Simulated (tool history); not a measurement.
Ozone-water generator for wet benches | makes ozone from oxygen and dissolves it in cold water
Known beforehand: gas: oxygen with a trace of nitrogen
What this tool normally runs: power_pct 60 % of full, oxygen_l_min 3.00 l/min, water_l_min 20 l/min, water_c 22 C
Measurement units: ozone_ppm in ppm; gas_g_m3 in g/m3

run     day  power_pct  oxygen_l_min  water_l_min  water_c  ozone_ppm  gas_g_m3
  1   0.000         60          3.00           20       22       12.7     206.7
      0.208  -- water thermometer calibrated
  2   1.521         60          3.00           20       22       12.7     209.1
  3   3.438         60          3.00           20       22       12.8     209.1
  4   5.796         60          3.00           20       22       12.8     208.6
  5   8.133         60          3.00           20       22       12.6     209.4
  6   9.967         60          3.00           20       22       12.6     209.3
  7  12.033         76          3.00           20       22       14.2     236.3
  8  13.538         76          3.79           20       22       15.2     215.1
  9  15.858         76          3.79           23       22       13.2     216.8
 10  17.833         91          3.79           23       22       14.6     237.7
 11  19.512         60          3.00           20       22       12.7     211.2
 12  21.983         60          3.00           20       22       12.7     210.6
 13  24.692         60          3.00           20       22       12.7     212.9
 14  27.200         60          3.00           20       16       13.6     212.7
 15  28.454         60          3.00           20       16       13.7     212.9
 16  30.717         60          1.72           13       20       17.2     263.8
 17  32.808         52          1.98           13       28       15.1     233.7
     34.696  -- gauge calibrated
 18  35.083         52          1.98           13       28       15.0     228.5
 19  37.617         52          2.72           13       29       15.6     200.9
 20  39.825         59          3.34           15       29       15.0     197.7
 21  41.279         56          2.71           15       28       14.3     207.7
 22  43.929         56          2.71           15       28       14.7     211.3
 23  45.225         44          3.13           18       15       13.2     175.4
 24  47.504         46          3.13           13       21       16.8     179.0
 25  49.892         95          3.13           13       21       24.4     263.4
 26  51.400         95          3.13           13       21       24.3     261.5
 27  53.179         60          3.13           20       22       12.8     206.6

Consider 4 possible next runs. They are alternatives, not a sequence: every one starts from the tool as it was left by run 27. What does each give?
  A  55.712         53          3.00           20       18          ?         ?
  B  55.712         43          3.13           16       22          ?         ?
  C  55.712         60          3.13           27       22          ?         ?
  D  55.712         60          4.07           18       24          ?         ?

run  ozone_ppm  gas_g_m3
  A       12.2     197.6
  B       13.5     175.4
  C        9.7     204.7
  D       14.7     186.8
With the hidden condition removed and each run's random variation left untouched, the same runs would have given:
run  ozone_ppm  gas_g_m3
  A       12.2     194.3
  B       13.5     172.5
  C        9.7     201.3
  D       14.7     183.7
